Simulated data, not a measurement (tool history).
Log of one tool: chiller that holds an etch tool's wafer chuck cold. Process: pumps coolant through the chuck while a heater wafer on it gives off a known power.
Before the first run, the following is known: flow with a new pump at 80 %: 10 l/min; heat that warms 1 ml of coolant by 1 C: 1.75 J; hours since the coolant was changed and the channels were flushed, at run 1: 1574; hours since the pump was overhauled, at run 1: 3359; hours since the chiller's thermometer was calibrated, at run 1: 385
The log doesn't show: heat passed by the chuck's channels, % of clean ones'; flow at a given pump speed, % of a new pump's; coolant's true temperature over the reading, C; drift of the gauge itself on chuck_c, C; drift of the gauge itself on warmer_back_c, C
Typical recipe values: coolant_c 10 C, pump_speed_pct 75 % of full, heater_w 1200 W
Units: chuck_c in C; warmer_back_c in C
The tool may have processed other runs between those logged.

run	hour	coolant_c	pump_speed_pct	heater_w	hours since the coolant was changed and the channels were flushed	hours since the pump was overhauled	hours since the chiller's thermometer was calibrated	chuck_c	warmer_back_c
1	0	10	75	1200	1574	3359	385	19.7	4.38
2	126.2	10	75	1200	1700	3485	511	19.9	4.39
3	206.2	10	75	1200	1780	3565	591	19.9	4.43
4	353.7	10	75	1200	1928	3712	739	20	4.4
5	441.4	10	77	1200	2015	3800	826	19.8	4.34
6	568.7	10	77	1200	2143	3928	954	19.7	4.27
7	669.7	10	77	1200	2244	4029	1055	19.8	4.29
8	729	10	75	1200	2303	4088	1114	20	4.37
9	796.4	10	75	1200	2370	4155	1181	19.9	4.32
10	941.8	10	85	1200	2516	4301	1327	19.1	3.88
11	1081.6	10	85	1200	2655	4440	1467	19	3.87
12	1214.5	10	85	1200	2788	4573	1600	19.2	3.89
13	1285.3	10	85	1200	2859	4644	1670	19.1	3.92
14	1402.7	10	85	1200	2977	4762	1788	18.9	3.88
15	1539	10	85	1200	3113	4898	1924	18.9	3.91
16	1635.4	10	85	1200	3209	4994	2020	18.9	3.88
17	1701.2	10	85	1200	3275	5060	2086	19.2	3.92
18	1824.7	10	71	1200	3399	5183	2210	20.4	4.64
19	1968	2	75	1200	3542	5327	2353	11.9	4.45
20	2046.5	19	78	1272	3620	5405	2432	29.4	4.48
21	2148.1	19	78	1272	3722	5507	2533	29.1	4.45
22	2215	18	85	716	3789	5574	2600	23.3	2.3
23	2286	15	75	1102	3860	5645	2671	24.1	3.95
24	2385.1	1	92	736	3959	5744	2770	6.2	2.2
25	2466.1	8	71	715	4040	5825	2851	14	2.75
26	2576.4	8	71	715	4150	5935	2961	14.1	2.76
27	2663.6	10	94	976	4237	6022	3049	16.7	2.91
28	2798.5	10	91	644	4372	6157	3184	14.8	1.94
29	2890.7	15	63	1254	4465	6249	3276	26.8	5.41
30	3017.6	3	78	1254	4591	6376	3403	12.9	4.45
31	3108.8	13	74	1200	4683	6468	3494	23.2	4.44

Forecast each of these 4 alternatives for the next run:
A	3213	18	93	1200	4787	6572	3598	?	?
B	3213	7	74	1473	4787	6572	3598	?	?
C	3213	13	84	1200	4787	6572	3598	?	?
D	3213	5	74	1200	4787	6572	3598	?	?

run	chuck_c	warmer_back_c
A	26.5	3.57
B	19.2	5.48
C	22	3.89
D	14.9	4.43
What these runs would have given with no unlogged condition in the tool:
run	chuck_c	warmer_back_c
A	26.5	3.57
B	19.2	5.48
C	22	3.89
D	14.9	4.43

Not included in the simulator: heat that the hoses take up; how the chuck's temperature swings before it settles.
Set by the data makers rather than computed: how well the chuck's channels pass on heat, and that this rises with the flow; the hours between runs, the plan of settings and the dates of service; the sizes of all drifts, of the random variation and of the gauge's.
